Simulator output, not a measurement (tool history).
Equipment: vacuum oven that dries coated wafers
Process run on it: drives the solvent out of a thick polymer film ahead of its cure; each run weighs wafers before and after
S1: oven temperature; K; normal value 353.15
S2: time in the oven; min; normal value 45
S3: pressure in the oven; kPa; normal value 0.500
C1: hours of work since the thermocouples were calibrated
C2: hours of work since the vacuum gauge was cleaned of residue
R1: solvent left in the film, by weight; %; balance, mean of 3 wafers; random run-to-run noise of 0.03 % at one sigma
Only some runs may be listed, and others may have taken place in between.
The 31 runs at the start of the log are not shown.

run,hour,S1,S2,S3,C1,C2,R1
32,339.7,339.15,69,1.858,117,240,7.14
33,354.1,366.15,28,1.043,126,249,1.50
34,362.4,358.15,77,0.727,131,254,1.03
35,373.5,354.15,39,1.411,137,260,3.34
36,380.5,354.15,39,0.976,141,264,2.75
37,389.3,347.15,46,1.500,146,269,4.91
38,397.9,347.15,46,1.500,151,274,4.87
39,407.5,347.15,46,1.500,157,280,4.89
40,418.5,347.15,33,0.820,163,286,5.10
41,432.6,345.15,31,0.500,172,295,5.60
42,443.3,359.15,45,0.500,178,301,0.99
43,453.5,353.15,45,0.393,184,307,1.63
44,468.9,353.15,45,0.393,193,316,1.67
45,479.7,353.15,45,0.957,199,322,2.47
46,487.6,350.15,45,1.267,204,327,3.72
47,497.9,350.15,45,1.267,210,333,3.72

Predict each of these 4 candidate next runs independently; none follows another, all start after run 47:
A,504.5,350.15,27,1.862,214,337,?
B,504.5,350.15,45,0.666,214,337,?
C,504.5,344.15,22,0.470,214,337,?
D,504.5,360.15,54,1.267,214,337,?

run,R1
A,6.66
B,2.67
C,7.65
D,1.67
Without the tool's unlogged condition, the same runs would have read:
run,R1
A,6.66
B,2.66
C,7.64
D,1.67
